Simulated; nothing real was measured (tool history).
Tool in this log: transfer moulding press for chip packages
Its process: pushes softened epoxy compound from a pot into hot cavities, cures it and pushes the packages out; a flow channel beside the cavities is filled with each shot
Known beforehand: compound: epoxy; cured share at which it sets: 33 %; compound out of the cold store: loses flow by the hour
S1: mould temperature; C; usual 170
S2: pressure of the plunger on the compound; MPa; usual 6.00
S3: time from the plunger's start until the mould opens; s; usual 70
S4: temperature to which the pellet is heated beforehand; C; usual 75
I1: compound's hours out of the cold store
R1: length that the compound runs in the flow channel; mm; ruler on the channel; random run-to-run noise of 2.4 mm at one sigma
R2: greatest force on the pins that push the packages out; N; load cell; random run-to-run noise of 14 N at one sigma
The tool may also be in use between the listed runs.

{"run": 1, "day": 0.0, "S1": 170, "S2": 6.0, "S3": 70, "S4": 75, "I1": 28.6, "R1": 532, "R2": 725}
{"run": 2, "day": 0.596, "S1": 170, "S2": 6.0, "S3": 70, "S4": 75, "I1": 29.7, "R1": 527, "R2": 813}
{"day": 0.938, "done": "cavities cleaned with cleaning compound and waxed"}
{"day": 2.008, "done": "cavities cleaned with cleaning compound and waxed"}
{"run": 3, "day": 2.029, "S1": 170, "S2": 6.0, "S3": 70, "S4": 75, "I1": 13.9, "R1": 561, "R2": 727}
{"day": 3.133, "done": "cavities cleaned with cleaning compound and waxed"}
{"run": 4, "day": 3.133, "S1": 170, "S2": 6.0, "S3": 70, "S4": 76, "I1": 11.3, "R1": 561, "R2": 727}
{"day": 3.621, "done": "plunger's sealing rings changed"}
{"run": 5, "day": 4.05, "S1": 170, "S2": 6.0, "S3": 70, "S4": 76, "I1": 31.0, "R1": 534, "R2": 811}
{"day": 4.367, "done": "cavities cleaned with cleaning compound and waxed"}
{"day": 5.492, "done": "cavities cleaned with cleaning compound and waxed"}
{"run": 6, "day": 5.492, "S1": 170, "S2": 6.0, "S3": 70, "S4": 76, "I1": 40.2, "R1": 516, "R2": 640}
{"run": 7, "day": 6.117, "S1": 170, "S2": 5.21, "S3": 70, "S4": 76, "I1": 31.9, "R1": 491, "R2": 790}
{"day": 6.575, "done": "cavities cleaned with cleaning compound and waxed"}
{"run": 8, "day": 7.475, "S1": 170, "S2": 5.21, "S3": 70, "S4": 76, "I1": 43.6, "R1": 468, "R2": 811}
{"day": 7.675, "done": "cavities cleaned with cleaning compound and waxed"}
{"day": 8.725, "done": "cavities cleaned with cleaning compound and waxed"}
{"run": 9, "day": 8.867, "S1": 170, "S2": 5.21, "S3": 70, "S4": 76, "I1": 40.1, "R1": 474, "R2": 650}
{"day": 9.85, "done": "cavities cleaned with cleaning compound and waxed"}
{"run": 10, "day": 10.038, "S1": 170, "S2": 6.0, "S3": 58, "S4": 75, "I1": 47.3, "R1": 486, "R2": 1067}
{"run": 11, "day": 10.662, "S1": 170, "S2": 6.0, "S3": 70, "S4": 74, "I1": 43.8, "R1": 494, "R2": 759}
{"day": 10.921, "done": "cavities cleaned with cleaning compound and waxed"}
{"day": 11.583, "done": "plunger's sealing rings changed"}
{"run": 12, "day": 11.8, "S1": 170, "S2": 6.0, "S3": 57, "S4": 75, "I1": 40.4, "R1": 517, "R2": 1312}
{"day": 12.104, "done": "cavities cleaned with cleaning compound and waxed"}
{"run": 13, "day": 12.95, "S1": 170, "S2": 5.65, "S3": 98, "S4": 75, "I1": 17.1, "R1": 547, "R2": 395}
{"day": 13.171, "done": "cavities cleaned with cleaning compound and waxed"}
{"run": 14, "day": 13.55, "S1": 170, "S2": 5.65, "S3": 98, "S4": 75, "I1": 43.5, "R1": 489, "R2": 364}
{"day": 14.275, "done": "cavities cleaned with cleaning compound and waxed"}
{"run": 15, "day": 14.875, "S1": 173, "S2": 5.65, "S3": 98, "S4": 75, "I1": 40.0, "R1": 488, "R2": 353}
{"day": 15.367, "done": "cavities cleaned with cleaning compound and waxed"}
{"run": 16, "day": 15.538, "S1": 173, "S2": 5.65, "S3": 98, "S4": 75, "I1": 10.9, "R1": 554, "R2": 328}
{"day": 16.425, "done": "cavities cleaned with cleaning compound and waxed"}
{"run": 17, "day": 16.633, "S1": 170, "S2": 6.0, "S3": 63, "S4": 75, "I1": 47.8, "R1": 488, "R2": 896}
{"run": 18, "day": 17.283, "S1": 164, "S2": 7.15, "S3": 71, "S4": 71, "I1": 8.8, "R1": 636, "R2": 1275}
{"day": 17.583, "done": "cavities cleaned with cleaning compound and waxed"}
{"run": 19, "day": 17.967, "S1": 164, "S2": 5.66, "S3": 70, "S4": 78, "I1": 14.5, "R1": 548, "R2": 1073}

Alternative continuations, all from the tool just after run 19; predict every row:
{"day": 18.671, "done": "cavities cleaned with cleaning compound and waxed"}
{"run": "A", "day": 19.267, "S1": 173, "S2": 5.66, "S3": 91, "S4": 78, "I1": 22.5, "R1": "?", "R2": "?"}
{"day": 18.671, "done": "cavities cleaned with cleaning compound and waxed"}
{"run": "B", "day": 19.267, "S1": 165, "S2": 4.6, "S3": 58, "S4": 78, "I1": 14.4, "R1": "?", "R2": "?"}
{"day": 18.671, "done": "cavities cleaned with cleaning compound and waxed"}
{"run": "C", "day": 19.267, "S1": 170, "S2": 6.0, "S3": 54, "S4": 75, "I1": 18.1, "R1": "?", "R2": "?"}

run=A R1=513 R2=390
run=B R1=488 R2=1667
run=C R1=543 R2=1504
With the hidden condition removed and each run's random variation left untouched, the same runs would have given:
run=A R1=536 R2=330
run=B R1=509 R2=1414
run=C R1=567 R2=1275
